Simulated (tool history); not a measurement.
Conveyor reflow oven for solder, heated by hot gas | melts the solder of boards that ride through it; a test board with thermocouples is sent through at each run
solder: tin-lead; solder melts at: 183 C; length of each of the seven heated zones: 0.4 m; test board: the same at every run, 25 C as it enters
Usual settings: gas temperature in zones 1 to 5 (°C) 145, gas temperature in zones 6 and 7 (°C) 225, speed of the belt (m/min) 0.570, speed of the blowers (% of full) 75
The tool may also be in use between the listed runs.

run	hour	gas temperature in zones 1 to 5 (°C)	gas temperature in zones 6 and 7 (°C)	speed of the belt (m/min)	speed of the blowers (% of full)	highest temperature of the board (°C)	time above the solder's melting point (s)
1	0.0	145	225	0.570	75	214.2	64.4
2	4.1	145	225	0.570	75	213.7	64.9
3	8.2	145	225	0.570	75	213.6	64.4
4	13.2	145	225	0.570	75	213.9	64.2
5	23.1	145	225	0.570	75	213.7	64.1
6	30.1	145	225	0.678	75	209.1	49.1
7	34.7	145	225	0.678	75	209.1	49.1
8	39.0	145	225	0.678	75	209.5	48.9
9	44.7	145	225	0.570	75	214.0	64.1
10	50.2	145	225	0.570	75	214.3	64.5
11	58.0	145	225	0.570	75	214.2	64.4
12	64.7	145	225	0.570	75	214.1	63.8
13	74.2	152	225	0.637	51	209.0	53.8
14	78.3	137	217	0.570	75	205.6	52.7
15	85.5	137	217	0.570	75	205.5	52.0
16	92.4	137	239	0.466	50	226.9	87.0
17	98.7	133	240	0.556	52	222.3	67.2
18	107.9	138	216	0.676	65	198.8	34.7
19	115.8	138	216	0.520	70	206.0	60.1
20	121.3	138	216	0.520	70	206.2	60.1

Forecast each of these 5 alternatives for the next run:
A	125.4	152	225	0.570	54	?	?
B	125.4	145	227	0.570	63	?	?
C	125.4	141	225	0.570	66	?	?
D	125.4	138	237	0.525	58	?	?
E	125.4	135	216	0.520	70	?	?

run	highest temperature of the board (°C)	time above the solder's melting point (s)
A	211.9	64.9
B	214.0	63.7
C	212.1	60.6
D	223.5	74.6
E	206.1	58.1
Without the tool's hidden state the same runs would have given:
run	highest temperature of the board (°C)	time above the solder's melting point (s)
A	211.9	64.9
B	214.0	63.7
C	212.1	60.6
D	223.4	74.6
E	206.1	58.1
